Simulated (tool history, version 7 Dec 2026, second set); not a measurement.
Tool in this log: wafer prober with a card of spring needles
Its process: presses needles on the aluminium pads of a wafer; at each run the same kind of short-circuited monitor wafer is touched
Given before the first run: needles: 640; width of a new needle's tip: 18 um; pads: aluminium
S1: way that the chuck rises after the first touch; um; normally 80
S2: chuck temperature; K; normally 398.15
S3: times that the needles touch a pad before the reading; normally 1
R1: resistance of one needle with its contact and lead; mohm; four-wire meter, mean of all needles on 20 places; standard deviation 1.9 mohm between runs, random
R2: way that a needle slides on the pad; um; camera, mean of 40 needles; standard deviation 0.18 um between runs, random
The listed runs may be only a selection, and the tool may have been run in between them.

| run | hour | S1 | S2 | S3 | R1 | R2 |
|---|---|---|---|---|---|---|
| 1 | 0 | 80 | 398.15 | 1 | 212 | 18.61 |
|  | 4.8 | tips cleaned on abrasive film |
|  | 9.5 | tips cleaned on abrasive film |
|  | 14.3 | tips cleaned on abrasive film |
|  | 19 | tips cleaned on abrasive film |
| 2 | 19 | 80 | 398.15 | 1 | 210 | 18.79 |
|  | 23.8 | tips cleaned on abrasive film |
|  | 28.5 | tips cleaned on abrasive film |
|  | 33.3 | tips cleaned on abrasive film |
|  | 38 | tips cleaned on abrasive film |
|  | 41.9 | tips cleaned on abrasive film |
| 3 | 43.8 | 80 | 398.15 | 1 | 207 | 18.79 |
|  | 45.8 | tips cleaned on abrasive film |
|  | 50.6 | tips cleaned on abrasive film |
|  | 54.4 | tips cleaned on abrasive film |
|  | 58.2 | tips cleaned on abrasive film |
| 4 | 61.7 | 80 | 398.15 | 2 | 208 | 18.42 |
|  | 62.7 | tips cleaned on abrasive film |
|  | 66.5 | tips cleaned on abrasive film |
|  | 71.3 | tips cleaned on abrasive film |
|  | 76 | tips cleaned on abrasive film |
|  | 79.9 | tips cleaned on abrasive film |
| 5 | 80.7 | 80 | 398.15 | 1 | 212 | 18.33 |
|  | 84.5 | tips cleaned on abrasive film |
|  | 88.4 | tips cleaned on abrasive film |
|  | 92.2 | tips cleaned on abrasive film |
|  | 96.9 | tips cleaned on abrasive film |
|  | 101.7 | tips cleaned on abrasive film |
|  | 105.5 | tips cleaned on abrasive film |
| 6 | 106.7 | 80 | 398.15 | 1 | 211 | 18.47 |
|  | 109.6 | tips cleaned on abrasive film |
|  | 113.4 | tips cleaned on abrasive film |
|  | 118.2 | tips cleaned on abrasive film |
| 7 | 121.9 | 80 | 398.15 | 1 | 209 | 18.69 |
|  | 122.9 | tips cleaned on abrasive film |
|  | 127.7 | tips cleaned on abrasive film |
|  | 132.4 | tips cleaned on abrasive film |
|  | 137.2 | tips cleaned on abrasive film |
| 8 | 138.7 | 63 | 363.15 | 3 | 204 | 14.59 |
|  | 141.6 | tips cleaned on abrasive film |
|  | 153.6 | card fitted with new needles |
|  | 158.4 | tips cleaned on abrasive film |
|  | 163.1 | tips cleaned on abrasive film |
|  | 167.9 | tips cleaned on abrasive film |
|  | 171.7 | tips cleaned on abrasive film |
|  | 176.5 | tips cleaned on abrasive film |
| 9 | 180.2 | 70 | 360.15 | 2 | 202 | 16.36 |
|  | 181.2 | tips cleaned on abrasive film |
|  | 185 | tips cleaned on abrasive film |
|  | 189.8 | tips cleaned on abrasive film |
|  | 194.5 | tips cleaned on abrasive film |
|  | 198.4 | tips cleaned on abrasive film |
|  | 203.1 | tips cleaned on abrasive film |
|  | 207.9 | tips cleaned on abrasive film |
| 10 | 211.3 | 80 | 305.15 | 1 | 193 | 18.31 |

Run 11 is up next; what results do you expect?
|  | 212.4 | tips cleaned on abrasive film |
|  | 216.2 | tips cleaned on abrasive film |
|  | 220.9 | tips cleaned on abrasive film |
|  | 224.8 | tips cleaned on abrasive film |
|  | 229.5 | tips cleaned on abrasive film |
|  | 233.4 | tips cleaned on abrasive film |
|  | 238.1 | tips cleaned on abrasive film |
| 11 | 239.6 | 80 | 299.15 | 1 | ? | ? |

{"run 11": {"R1": 190, "R2": 18.65}}
Take away the tool's hidden state, keep the run-to-run variation as it was, and the same run would have given R1 189 mohm, R2 18.66 um.

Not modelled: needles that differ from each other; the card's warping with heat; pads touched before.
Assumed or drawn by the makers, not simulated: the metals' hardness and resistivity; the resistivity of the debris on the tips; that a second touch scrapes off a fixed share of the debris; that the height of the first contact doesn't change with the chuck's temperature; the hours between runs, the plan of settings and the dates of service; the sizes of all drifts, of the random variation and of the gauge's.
